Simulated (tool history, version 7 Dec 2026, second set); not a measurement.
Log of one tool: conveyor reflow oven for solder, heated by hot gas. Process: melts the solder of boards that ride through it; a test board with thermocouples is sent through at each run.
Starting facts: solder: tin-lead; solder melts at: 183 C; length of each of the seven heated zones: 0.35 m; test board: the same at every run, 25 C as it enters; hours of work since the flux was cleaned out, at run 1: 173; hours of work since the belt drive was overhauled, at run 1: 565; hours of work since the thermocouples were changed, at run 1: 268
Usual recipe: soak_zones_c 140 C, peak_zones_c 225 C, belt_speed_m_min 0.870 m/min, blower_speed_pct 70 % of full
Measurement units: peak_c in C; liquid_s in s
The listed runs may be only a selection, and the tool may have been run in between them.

run,hour,soak_zones_c,peak_zones_c,belt_speed_m_min,blower_speed_pct,hours of work since the flux was cleaned out,hours of work since the belt drive was overhauled,hours of work since the thermocouples were changed,peak_c,liquid_s
1,0.0,140,225,0.870,70,173,565,268,208.5,31.7
2,23.6,140,225,0.870,70,187,579,282,208.4,31.6
3,38.5,140,225,0.870,70,195,588,290,208.1,31.5
4,72.8,140,225,0.870,70,216,608,311,208.4,31.5
5,105.4,140,225,0.870,70,235,628,330,208.3,31.4
6,140.0,140,225,0.924,70,255,648,350,205.9,28.0
7,171.0,152,225,0.924,70,274,666,369,208.7,32.7
# hour 179.3: flux residue cleaned out of gas plates and filters
8,198.8,152,225,0.924,70,12,680,382,208.3,32.3
9,234.3,132,224,0.996,70,32,701,403,199.8,19.2
10,254.8,132,224,0.996,70,45,713,415,199.6,19.3
# hour 273.7: flux residue cleaned out of gas plates and filters, once more
11,276.2,130,237,0.884,70,1,722,425,218.4,34.4
12,292.0,140,232,0.865,55,11,732,434,213.4,34.4

Forecast each of these 3 alternatives for the next run:
A,308.3,141,233,0.870,70,20,741,444,?,?
B,308.3,126,218,0.870,70,20,741,444,?,?
C,308.3,147,225,0.822,70,20,741,444,?,?

run,peak_c,liquid_s
A,217.4,37.0
B,201.5,24.0
C,213.0,38.8
Stripped of hidden state, with their random variation kept, the same runs would have yielded:
run,peak_c,liquid_s
A,216.2,36.1
B,200.3,22.8
C,211.7,37.8
